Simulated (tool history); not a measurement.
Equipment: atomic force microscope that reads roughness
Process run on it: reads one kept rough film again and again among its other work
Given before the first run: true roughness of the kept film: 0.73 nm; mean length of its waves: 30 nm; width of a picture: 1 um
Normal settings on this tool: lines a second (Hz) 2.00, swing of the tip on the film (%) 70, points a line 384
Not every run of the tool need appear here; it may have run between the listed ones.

| run | hour | lines a second (Hz) | swing of the tip on the film (%) | points a line | roughness of the kept film (nm (root mean square)) |
|---|---|---|---|---|---|
| 1 | 0.0 | 2.00 | 70 | 384 | 0.653 |
| 2 | 26.6 | 0.74 | 70 | 384 | 0.686 |
| 3 | 55.7 | 2.00 | 70 | 384 | 0.648 |
| 4 | 78.9 | 2.00 | 70 | 384 | 0.652 |
| 5 | 108.5 | 2.00 | 70 | 384 | 0.651 |
| 6 | 139.5 | 2.00 | 70 | 384 | 0.650 |
|  | 147.2 | new tip fitted |
| 7 | 171.2 | 2.00 | 70 | 384 | 0.650 |
| 8 | 190.2 | 2.00 | 70 | 384 | 0.650 |
| 9 | 225.7 | 2.00 | 70 | 561 | 0.658 |
| 10 | 261.8 | 3.53 | 70 | 384 | 0.619 |
| 11 | 290.6 | 3.53 | 70 | 384 | 0.613 |
| 12 | 315.5 | 2.15 | 71 | 335 | 0.641 |
|  | 327.1 | new tip fitted |
| 13 | 350.8 | 2.15 | 71 | 335 | 0.647 |

Alternative continuations, all from the tool just after run 13; predict every row:
| A | 370.0 | 2.03 | 61 | 486 | ? |
| B | 370.0 | 2.22 | 76 | 552 | ? |
| C | 370.0 | 0.54 | 69 | 841 | ? |

| run | roughness of the kept film (nm (root mean square)) |
|---|---|
| A | 0.678 |
| B | 0.632 |
| C | 0.702 |
What these runs would have given with no unlogged condition in the tool:
| run | roughness of the kept film (nm (root mean square)) |
|---|---|
| A | 0.678 |
| B | 0.632 |
| C | 0.702 |

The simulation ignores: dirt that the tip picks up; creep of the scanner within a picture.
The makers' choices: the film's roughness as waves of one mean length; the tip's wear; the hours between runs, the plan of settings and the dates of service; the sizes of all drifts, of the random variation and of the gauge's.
